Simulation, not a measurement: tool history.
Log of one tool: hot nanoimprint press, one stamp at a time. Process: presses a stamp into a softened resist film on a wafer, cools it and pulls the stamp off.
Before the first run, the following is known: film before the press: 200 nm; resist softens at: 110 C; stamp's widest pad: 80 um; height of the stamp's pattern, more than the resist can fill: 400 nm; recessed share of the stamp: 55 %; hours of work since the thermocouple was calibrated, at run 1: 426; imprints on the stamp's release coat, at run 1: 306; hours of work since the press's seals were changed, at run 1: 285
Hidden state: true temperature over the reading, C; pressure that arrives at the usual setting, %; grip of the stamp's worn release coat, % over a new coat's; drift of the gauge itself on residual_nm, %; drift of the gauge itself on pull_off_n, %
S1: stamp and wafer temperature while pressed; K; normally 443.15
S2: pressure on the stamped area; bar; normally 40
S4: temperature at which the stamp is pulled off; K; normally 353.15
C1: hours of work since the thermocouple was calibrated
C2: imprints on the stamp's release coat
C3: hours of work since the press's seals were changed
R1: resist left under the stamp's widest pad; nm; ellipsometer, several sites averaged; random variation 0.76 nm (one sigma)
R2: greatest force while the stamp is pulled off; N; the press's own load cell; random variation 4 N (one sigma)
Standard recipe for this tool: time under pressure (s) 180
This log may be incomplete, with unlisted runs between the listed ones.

{"run": 1, "day": 0.0, "S1": 443.15, "S2": 40, "time under pressure (s)": 180, "S4": 353.15, "C1": 426, "C2": 306, "C3": 285, "R1": 94.1, "R2": 196}
{"run": 2, "day": 0.258, "S1": 443.15, "S2": 40, "time under pressure (s)": 180, "S4": 353.15, "C1": 430, "C2": 323, "C3": 289, "R1": 93.1, "R2": 196}
{"run": 3, "day": 0.708, "S1": 443.15, "S2": 40, "time under pressure (s)": 180, "S4": 353.15, "C1": 437, "C2": 352, "C3": 296, "R1": 95.3, "R2": 195}
{"run": 4, "day": 1.133, "S1": 443.15, "S2": 40, "time under pressure (s)": 180, "S4": 353.15, "C1": 443, "C2": 380, "C3": 302, "R1": 94.4, "R2": 196}
{"run": 5, "day": 1.417, "S1": 443.15, "S2": 40, "time under pressure (s)": 180, "S4": 353.15, "C1": 447, "C2": 398, "C3": 306, "R1": 94.3, "R2": 198}
{"run": 6, "day": 1.642, "S1": 443.15, "S2": 40, "time under pressure (s)": 111, "S4": 353.15, "C1": 451, "C2": 413, "C3": 310, "R1": 113.1, "R2": 200}
{"run": 7, "day": 1.879, "S1": 443.15, "S2": 40, "time under pressure (s)": 111, "S4": 353.15, "C1": 454, "C2": 428, "C3": 313, "R1": 111.7, "R2": 193}
{"run": 8, "day": 2.121, "S1": 443.15, "S2": 40, "time under pressure (s)": 111, "S4": 353.15, "C1": 458, "C2": 444, "C3": 317, "R1": 111.2, "R2": 208}
{"run": 9, "day": 2.554, "S1": 443.15, "S2": 40, "time under pressure (s)": 180, "S4": 349.15, "C1": 464, "C2": 472, "C3": 323, "R1": 95.2, "R2": 216}
{"run": 10, "day": 2.9, "S1": 443.15, "S2": 53.9, "time under pressure (s)": 180, "S4": 353.15, "C1": 469, "C2": 494, "C3": 329, "R1": 81.9, "R2": 196}
{"run": 11, "day": 3.092, "S1": 443.15, "S2": 53.9, "time under pressure (s)": 180, "S4": 353.15, "C1": 472, "C2": 507, "C3": 331, "R1": 81.8, "R2": 192}
{"run": 12, "day": 3.567, "S1": 443.15, "S2": 40, "time under pressure (s)": 180, "S4": 353.15, "C1": 479, "C2": 537, "C3": 339, "R1": 94.5, "R2": 195}
{"run": 13, "day": 3.992, "S1": 443.15, "S2": 40, "time under pressure (s)": 180, "S4": 353.15, "C1": 486, "C2": 565, "C3": 345, "R1": 95.5, "R2": 198}
{"run": 14, "day": 4.408, "S1": 443.15, "S2": 40, "time under pressure (s)": 180, "S4": 353.15, "C1": 492, "C2": 592, "C3": 351, "R1": 94.6, "R2": 191}
{"run": 15, "day": 4.629, "S1": 443.15, "S2": 40, "time under pressure (s)": 180, "S4": 353.15, "C1": 495, "C2": 606, "C3": 354, "R1": 94.3, "R2": 195}
{"run": 16, "day": 4.958, "S1": 443.15, "S2": 51, "time under pressure (s)": 99, "S4": 353.15, "C1": 500, "C2": 628, "C3": 359, "R1": 102.2, "R2": 196}
{"run": 17, "day": 5.3, "S1": 434.15, "S2": 40, "time under pressure (s)": 180, "S4": 358.15, "C1": 505, "C2": 650, "C3": 364, "R1": 144.8, "R2": 171}
{"run": 18, "day": 5.758, "S1": 434.15, "S2": 35.6, "time under pressure (s)": 180, "S4": 358.15, "C1": 512, "C2": 679, "C3": 371, "R1": 148.8, "R2": 179}
{"run": 19, "day": 6.179, "S1": 434.15, "S2": 35.6, "time under pressure (s)": 180, "S4": 358.15, "C1": 518, "C2": 707, "C3": 377, "R1": 150.3, "R2": 171}
{"run": 20, "day": 6.558, "S1": 434.15, "S2": 35.6, "time under pressure (s)": 180, "S4": 358.15, "C1": 524, "C2": 731, "C3": 383, "R1": 150.1, "R2": 176}
{"run": 21, "day": 6.779, "S1": 443.15, "S2": 36.4, "time under pressure (s)": 136, "S4": 353.15, "C1": 527, "C2": 746, "C3": 386, "R1": 110.3, "R2": 194}
{"run": 22, "day": 7.088, "S1": 443.15, "S2": 39, "time under pressure (s)": 203, "S4": 353.15, "C1": 532, "C2": 765, "C3": 391, "R1": 92.2, "R2": 197}
{"run": 23, "day": 7.421, "S1": 445.15, "S2": 47.4, "time under pressure (s)": 350, "S4": 344.15, "C1": 537, "C2": 787, "C3": 396, "R1": 60.4, "R2": 235}
{"run": 24, "day": 7.646, "S1": 433.15, "S2": 47.4, "time under pressure (s)": 350, "S4": 344.15, "C1": 540, "C2": 802, "C3": 399, "R1": 117.8, "R2": 230}
{"run": 25, "day": 8.112, "S1": 443.15, "S2": 32.8, "time under pressure (s)": 91, "S4": 353.15, "C1": 547, "C2": 832, "C3": 406, "R1": 128.6, "R2": 192}
{"run": 26, "day": 8.35, "S1": 443.15, "S2": 32.8, "time under pressure (s)": 91, "S4": 353.15, "C1": 551, "C2": 847, "C3": 410, "R1": 126.8, "R2": 204}
{"day": 8.788, "done": "plate thermocouple calibrated"}
{"run": 27, "day": 8.854, "S1": 443.15, "S2": 39.8, "time under pressure (s)": 180, "S4": 345.15, "C1": 1, "C2": 872, "C3": 415, "R1": 94.8, "R2": 235}
{"run": 28, "day": 9.083, "S1": 432.15, "S2": 30.1, "time under pressure (s)": 189, "S4": 346.15, "C1": 4, "C2": 887, "C3": 419, "R1": 164.9, "R2": 221}
{"run": 29, "day": 9.312, "S1": 452.15, "S2": 50.3, "time under pressure (s)": 309, "S4": 358.15, "C1": 8, "C2": 902, "C3": 422, "R1": 42, "R2": 171}

Hidden state at the last listed run before each entry between runs and at the first one after, where it differs:
Logged between run 26 and run 27: plate thermocouple calibrated (day 8.788)
  true temperature over the reading, C: 0.05 -> 0

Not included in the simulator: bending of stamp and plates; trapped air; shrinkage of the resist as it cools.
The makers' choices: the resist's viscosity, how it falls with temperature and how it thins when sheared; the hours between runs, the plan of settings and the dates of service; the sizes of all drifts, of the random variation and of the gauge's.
